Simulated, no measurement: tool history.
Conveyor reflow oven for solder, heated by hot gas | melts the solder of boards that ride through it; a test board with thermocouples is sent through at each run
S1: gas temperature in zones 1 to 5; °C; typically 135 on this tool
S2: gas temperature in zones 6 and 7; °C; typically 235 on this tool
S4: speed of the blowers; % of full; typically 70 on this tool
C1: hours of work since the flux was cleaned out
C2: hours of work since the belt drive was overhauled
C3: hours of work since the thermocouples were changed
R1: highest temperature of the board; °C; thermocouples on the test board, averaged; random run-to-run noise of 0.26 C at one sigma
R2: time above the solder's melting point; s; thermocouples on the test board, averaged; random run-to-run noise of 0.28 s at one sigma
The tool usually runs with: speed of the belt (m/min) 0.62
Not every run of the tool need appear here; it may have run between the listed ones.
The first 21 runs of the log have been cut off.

At day 13.558: flux residue cleaned out of gas plates and filters.
Run 22, day 13.929: usual settings but S1 129 °C, S4 83 % of full; C1 6; C2 477; C3 21. Result: R1 218 °C, R2 49 s.
Run 23, day 14.529: usual settings but S1 129 °C, S4 83 % of full; C1 16; C2 487; C3 31. Result: R1 217.8 °C, R2 49.6 s.
Run 24, day 14.967: usual settings but S1 139 °C, S2 249 °C, speed of the belt (m/min) 0.664, S4 89 % of full; C1 23; C2 494; C3 38. Result: R1 230.3 °C, R2 54.2 s.
Run 25, day 15.562: usual settings but S1 137 °C, S2 242 °C; C1 32; C2 503; C3 47. Result: R1 223.5 °C, R2 54.5 s.
Run 26, day 16.258: usual settings but S1 143 °C, S2 243 °C, speed of the belt (m/min) 0.67, S4 87 % of full; C1 44; C2 514; C3 59. Result: R1 225.3 °C, R2 53.1 s.
Run 27, day 17.067: usual settings but S2 229 °C; C1 57; C2 528; C3 72. Result: R1 211.7 °C, R2 45 s.
Run 28, day 17.575: usual settings but speed of the belt (m/min) 0.612, S4 86 % of full; C1 65; C2 536; C3 80. Result: R1 219.5 °C, R2 52.6 s.
Run 29, day 18.125: usual settings but speed of the belt (m/min) 0.612, S4 86 % of full; C1 74; C2 545; C3 89. Result: R1 219.6 °C, R2 52.8 s.
Run 30, day 18.942: usual settings but S1 146 °C, S2 244 °C, speed of the belt (m/min) 0.738, S4 63 % of full; C1 87; C2 558; C3 102. Result: R1 218.8 °C, R2 45.1 s.

Branching from run 30: 5 alternative next runs. What would each branch give?
Run A, day 19.412: usual settings but S1 146 °C, S2 227 °C, speed of the belt (m/min) 0.526, S4 65 % of full; C1 95; C2 565; C3 110. Result: R1 ?, R2 ?.
Run B, day 19.412: usual settings but S1 140 °C, S2 237 °C, speed of the belt (m/min) 0.738, S4 63 % of full; C1 95; C2 565; C3 110. Result: R1 ?, R2 ?.
Run C, day 19.412: usual settings but S1 136 °C, S2 242 °C, S4 85 % of full; C1 95; C2 565; C3 110. Result: R1 ?, R2 ?.
Run D, day 19.412: usual settings but S1 146 °C, S2 227 °C, speed of the belt (m/min) 0.714, S4 63 % of full; C1 95; C2 565; C3 110. Result: R1 ?, R2 ?.
Run E, day 19.412: usual settings but S1 146 °C, S2 244 °C, speed of the belt (m/min) 0.738, S4 59 % of full; C1 95; C2 565; C3 110. Result: R1 ?, R2 ?.

run     R1    R2
  A  215.9  63.3
  B  211.1  38.3
  C  225.3  55.8
  D  206.3  37.2
  E    218    44
With the hidden condition removed and each run's random variation left untouched, the same runs would have given:
run     R1    R2
  A  215.4  62.3
  B  210.8  37.7
  C    225    55
  D    206  36.6
  E  217.7  43.3
